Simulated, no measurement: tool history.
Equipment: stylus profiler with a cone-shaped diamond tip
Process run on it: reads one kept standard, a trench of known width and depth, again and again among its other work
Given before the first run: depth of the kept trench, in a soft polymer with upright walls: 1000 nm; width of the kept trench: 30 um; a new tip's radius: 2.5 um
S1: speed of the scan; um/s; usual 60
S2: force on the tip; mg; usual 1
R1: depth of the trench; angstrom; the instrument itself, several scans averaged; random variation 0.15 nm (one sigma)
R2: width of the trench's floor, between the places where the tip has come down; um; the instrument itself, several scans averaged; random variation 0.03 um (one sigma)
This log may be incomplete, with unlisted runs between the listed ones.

run    hour   S1    S2       R1     R2
  1       0   60     1  10041.3  25.36
  2    46.6   60     1  10044.2  25.37
  3    90.3   60   0.4  10021.4  24.98
  4   112.7   60   0.4  10022.9  24.98
  5   132.4   60     1  10042.2  25.34
  6     172   60     1  10043.2  25.39
  7   200.4   60  0.71  10031.9  25.26
  8   223.1   60     1  10041.4  25.35
  9   254.4   60     1  10041.1  25.35
 10   280.2   60     1  10041.5  25.29
 11   316.4   60     1    10043  25.39
 12   347.8   60     1  10044.3  25.32
 13   383.7   60     1  10045.1  25.36
 14   418.8   60     1  10044.7  25.34
 15   444.4   60     1  10041.9   25.4
 16   465.6   60     1  10042.4  25.32
 17   506.5   60     1  10046.7  25.39
 18   534.1   60  1.55  10058.4  25.49
 19   572.7   60  1.55  10056.5  25.47
 20     598   18  1.02  10042.7   25.8
 21   623.1   18  1.02  10043.3  25.79
 22   661.7   18  1.02  10041.6  25.72
 23   701.7   18  1.02  10042.5  25.73
 24   748.7   98   0.4  10023.7  24.42
 25     778   98   0.4  10024.4  24.47
 26   806.7   37  1.73  10062.7  25.69
 27   845.8   37  1.73  10062.5  25.72
 28   878.3   24  1.78  10060.7  25.82
 29   906.3  147  1.68  10060.6  24.86
 30     944  147  2.39    10078  25.02
 31     976   42  0.49    10028   25.4
 32  1017.7   42  0.49  10027.1  25.35
 33  1037.1  166  2.57  10082.4  24.95
 34  1068.2  166  2.57  10079.9  25.02
 35  1100.4  166  2.57    10079  24.93
 36  1138.4   46  2.54  10081.4  25.68

Not shown here: 1 entry made in the log between runs. Locate each between two listed runs and compare the hidden state at the listed run before it with the hidden state at the listed run after it:
Run 23 -> run 24: new tip fitted, height scale calibrated (hour 733.7)
  radius of the tip, um: 2.54 -> 2.5; height scale over the true one, %: -0.002 -> -0.001
  the result without the hidden state subtracted from the measured one, R2: -0.04 -> +0 um
